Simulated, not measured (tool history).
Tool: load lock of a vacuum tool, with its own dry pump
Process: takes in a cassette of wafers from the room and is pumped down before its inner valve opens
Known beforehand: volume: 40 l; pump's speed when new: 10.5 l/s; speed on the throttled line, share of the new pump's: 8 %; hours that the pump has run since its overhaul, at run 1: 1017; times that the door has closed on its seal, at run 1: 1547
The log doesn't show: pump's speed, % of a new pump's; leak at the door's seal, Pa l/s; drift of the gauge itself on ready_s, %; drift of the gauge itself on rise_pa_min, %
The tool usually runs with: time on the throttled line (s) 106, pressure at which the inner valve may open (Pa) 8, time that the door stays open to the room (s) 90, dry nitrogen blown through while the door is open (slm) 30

run,hour,time on the throttled line (s),pressure at which the inner valve may open (Pa),time that the door stays open to the room (s),dry nitrogen blown through while the door is open (slm),hours that the pump has run since its overhaul,times that the door has closed on its seal,"incoming humidity of the room's air, %",time from the closed door until the inner valve may open (s),rise of the pressure with all valves shut (Pa/min)
1,0,106,8,90,30,1017,1547,46.4,133.7,0.036
2,45.1,106,8,90,30,1062,1744,41.4,133.6,0.035
3,93.2,106,8,90,30,1110,1953,43.3,134.1,0.033
4,131.2,106,8,90,30,1148,2119,47.2,133.5,0.042
5,208.6,106,8,90,30,1225,2456,45.4,133.8,0.04
6,291.5,106,8,90,24,1308,2818,46.6,134.1,0.045
7,343.4,106,8,42,24,1360,3044,44.2,133.7,0.027
8,403.4,106,8,42,24,1420,3306,42.6,134.1,0.03
9,458.3,106,8,90,30,1475,3545,44.2,133.8,0.038
10,521.5,106,8,90,14,1538,3821,45.2,134,0.048
11,607.5,106,8,105,14,1624,4195,46.5,134.1,0.06
12,692.1,170,8,105,14,1709,4564,44.1,192.5,0.057
13,738.2,117,7,46,30,1755,4765,49.4,144.8,0.033
14,777.3,117,7,46,30,1794,4936,48.4,144.4,0.037
15,865,158,7,46,7,1882,5318,44.5,182.3,0.043
16,936.8,106,8,70,37,1954,5631,45.9,134,0.043
17,1019,150,9,63,8,2036,5989,44.9,174,0.051
18,1084.6,150,9,63,8,2101,6275,46.4,173.9,0.056
19,1134.9,150,9,63,8,2152,6495,47.6,173.8,0.055
20,1226.8,150,9,63,8,2244,6895,41.9,173.7,0.052
21,1289.4,150,9,63,8,2306,7168,45,173.8,0.055
22,1381.7,84,8,26,18,2399,7571,43.7,114,0.036

Predict each of these 3 candidate next runs independently; none follows another, all start after run 22:
A,1458.6,80,7,90,7,2475,7906,42.2,?,?
B,1458.6,106,16,90,20,2475,7906,44.6,?,?
C,1458.6,96,7,60,30,2475,7906,44.6,?,?

run,time from the closed door until the inner valve may open (s),rise of the pressure with all valves shut (Pa/min)
A,110.8,0.065
B,131.1,0.053
C,125.6,0.042
The same runs, with their run-to-run variation unchanged, on a tool lacking any hidden condition would have given:
run,time from the closed door until the inner valve may open (s),rise of the pressure with all valves shut (Pa/min)
A,110.2,0.048
B,130.6,0.035
C,125,0.025
